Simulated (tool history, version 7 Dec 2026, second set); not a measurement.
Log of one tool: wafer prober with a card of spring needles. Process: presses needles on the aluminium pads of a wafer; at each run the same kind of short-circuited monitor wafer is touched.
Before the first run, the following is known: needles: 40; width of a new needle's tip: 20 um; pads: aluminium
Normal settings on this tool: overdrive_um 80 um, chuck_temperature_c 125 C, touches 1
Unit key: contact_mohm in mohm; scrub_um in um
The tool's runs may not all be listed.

{"run": 1, "hour": 0.0, "overdrive_um": 80, "chuck_temperature_c": 125, "touches": 1, "contact_mohm": 197, "scrub_um": 11.96}
{"hour": 12.9, "done": "tips cleaned on abrasive film"}
{"hour": 29.9, "done": "tips cleaned on abrasive film"}
{"run": 2, "hour": 41.6, "overdrive_um": 80, "chuck_temperature_c": 125, "touches": 1, "contact_mohm": 206, "scrub_um": 11.94}
{"hour": 46.5, "done": "tips cleaned on abrasive film"}
{"hour": 61.8, "done": "tips cleaned on abrasive film"}
{"hour": 75.4, "done": "height of the first contact set anew"}
{"hour": 77.6, "done": "tips cleaned on abrasive film"}
{"run": 3, "hour": 80.4, "overdrive_um": 80, "chuck_temperature_c": 125, "touches": 1, "contact_mohm": 192, "scrub_um": 12.01}
{"hour": 93.2, "done": "tips cleaned on abrasive film"}
{"hour": 108.3, "done": "tips cleaned on abrasive film"}
{"run": 4, "hour": 114.7, "overdrive_um": 98, "chuck_temperature_c": 125, "touches": 1, "contact_mohm": 189, "scrub_um": 14.71}
{"hour": 124.4, "done": "tips cleaned on abrasive film"}
{"run": 5, "hour": 133.6, "overdrive_um": 80, "chuck_temperature_c": 125, "touches": 1, "contact_mohm": 201, "scrub_um": 11.98}
{"hour": 140.9, "done": "tips cleaned on abrasive film"}
{"hour": 155.5, "done": "tips cleaned on abrasive film"}
{"run": 6, "hour": 167.8, "overdrive_um": 80, "chuck_temperature_c": 125, "touches": 1, "contact_mohm": 206, "scrub_um": 11.98}
{"hour": 171.3, "done": "tips cleaned on abrasive film"}
{"hour": 188.9, "done": "tips cleaned on abrasive film"}
{"run": 7, "hour": 189.9, "overdrive_um": 80, "chuck_temperature_c": 90, "touches": 1, "contact_mohm": 171, "scrub_um": 11.96}
{"hour": 205.8, "done": "tips cleaned on abrasive film"}
{"hour": 221.4, "done": "tips cleaned on abrasive film"}
{"run": 8, "hour": 230.7, "overdrive_um": 80, "chuck_temperature_c": 66, "touches": 1, "contact_mohm": 196, "scrub_um": 11.94}
{"hour": 237.1, "done": "tips cleaned on abrasive film"}
{"hour": 254.2, "done": "tips cleaned on abrasive film"}
{"hour": 269.4, "done": "tips cleaned on abrasive film"}
{"run": 9, "hour": 270.6, "overdrive_um": 80, "chuck_temperature_c": 67, "touches": 1, "contact_mohm": 172, "scrub_um": 11.91}
{"hour": 284.1, "done": "tips cleaned on abrasive film"}
{"hour": 292.8, "done": "height of the first contact set anew"}
{"run": 10, "hour": 296.9, "overdrive_um": 80, "chuck_temperature_c": 67, "touches": 1, "contact_mohm": 200, "scrub_um": 12}
{"hour": 299.5, "done": "tips cleaned on abrasive film"}
{"hour": 315.3, "done": "tips cleaned on abrasive film"}
{"run": 11, "hour": 318.1, "overdrive_um": 80, "chuck_temperature_c": 67, "touches": 1, "contact_mohm": 180, "scrub_um": 12}
{"hour": 331.2, "done": "tips cleaned on abrasive film"}
{"hour": 346.5, "done": "tips cleaned on abrasive film"}
{"run": 12, "hour": 348.3, "overdrive_um": 80, "chuck_temperature_c": 69, "touches": 1, "contact_mohm": 179, "scrub_um": 11.98}
{"hour": 361.7, "done": "tips cleaned on abrasive film"}
{"hour": 377.0, "done": "tips cleaned on abrasive film"}
{"run": 13, "hour": 387.8, "overdrive_um": 80, "chuck_temperature_c": 69, "touches": 1, "contact_mohm": 202, "scrub_um": 11.98}
{"hour": 394.1, "done": "tips cleaned on abrasive film"}
{"hour": 408.8, "done": "tips cleaned on abrasive film"}
{"run": 14, "hour": 422.5, "overdrive_um": 80, "chuck_temperature_c": 69, "touches": 1, "contact_mohm": 202, "scrub_um": 11.95}
{"hour": 426.0, "done": "tips cleaned on abrasive film"}
{"hour": 440.7, "done": "tips cleaned on abrasive film"}
{"run": 15, "hour": 451.2, "overdrive_um": 80, "chuck_temperature_c": 69, "touches": 1, "contact_mohm": 195, "scrub_um": 11.95}
{"hour": 457.7, "done": "tips cleaned on abrasive film"}
{"hour": 473.7, "done": "tips cleaned on abrasive film"}
{"run": 16, "hour": 483.9, "overdrive_um": 68, "chuck_temperature_c": 48, "touches": 1, "contact_mohm": 208, "scrub_um": 10.12}
{"hour": 489.2, "done": "tips cleaned on abrasive film"}
{"hour": 505.8, "done": "tips cleaned on abrasive film"}
{"hour": 508.6, "done": "height of the first contact set anew"}
{"hour": 523.3, "done": "tips cleaned on abrasive film"}
{"run": 17, "hour": 523.7, "overdrive_um": 68, "chuck_temperature_c": 48, "touches": 1, "contact_mohm": 166, "scrub_um": 10.23}
{"hour": 539.9, "done": "tips cleaned on abrasive film"}
{"run": 18, "hour": 543.4, "overdrive_um": 84, "chuck_temperature_c": 25, "touches": 1, "contact_mohm": 172, "scrub_um": 12.6}
{"hour": 556.3, "done": "tips cleaned on abrasive film"}
{"run": 19, "hour": 565.9, "overdrive_um": 61, "chuck_temperature_c": 31, "touches": 2, "contact_mohm": 192, "scrub_um": 9.14}
{"hour": 571.3, "done": "tips cleaned on abrasive film"}
{"hour": 587.4, "done": "tips cleaned on abrasive film"}
{"hour": 602.5, "done": "tips cleaned on abrasive film"}
{"run": 20, "hour": 602.5, "overdrive_um": 61, "chuck_temperature_c": 31, "touches": 2, "contact_mohm": 164, "scrub_um": 9.12}
{"hour": 619.0, "done": "tips cleaned on abrasive film"}
{"run": 21, "hour": 625.2, "overdrive_um": 61, "chuck_temperature_c": 31, "touches": 2, "contact_mohm": 190, "scrub_um": 9.12}
{"hour": 635.6, "done": "tips cleaned on abrasive film"}
{"hour": 650.8, "done": "tips cleaned on abrasive film"}
{"run": 22, "hour": 650.8, "overdrive_um": 66, "chuck_temperature_c": 76, "touches": 2, "contact_mohm": 170, "scrub_um": 9.86}
{"hour": 665.7, "done": "tips cleaned on abrasive film"}
{"run": 23, "hour": 671.0, "overdrive_um": 89, "chuck_temperature_c": 125, "touches": 2, "contact_mohm": 183, "scrub_um": 13.31}

What will run 24 give?
{"hour": 680.5, "done": "tips cleaned on abrasive film"}
{"hour": 697.3, "done": "tips cleaned on abrasive film"}
{"run": 24, "hour": 698.6, "overdrive_um": 98, "chuck_temperature_c": 125, "touches": 2, "contact_mohm": "?", "scrub_um": "?"}

contact_mohm: 174 mohm
scrub_um: 14.64 um
Minus the tool's unlogged condition, the same run would have read contact_mohm 170 mohm, scrub_um 14.73 um.

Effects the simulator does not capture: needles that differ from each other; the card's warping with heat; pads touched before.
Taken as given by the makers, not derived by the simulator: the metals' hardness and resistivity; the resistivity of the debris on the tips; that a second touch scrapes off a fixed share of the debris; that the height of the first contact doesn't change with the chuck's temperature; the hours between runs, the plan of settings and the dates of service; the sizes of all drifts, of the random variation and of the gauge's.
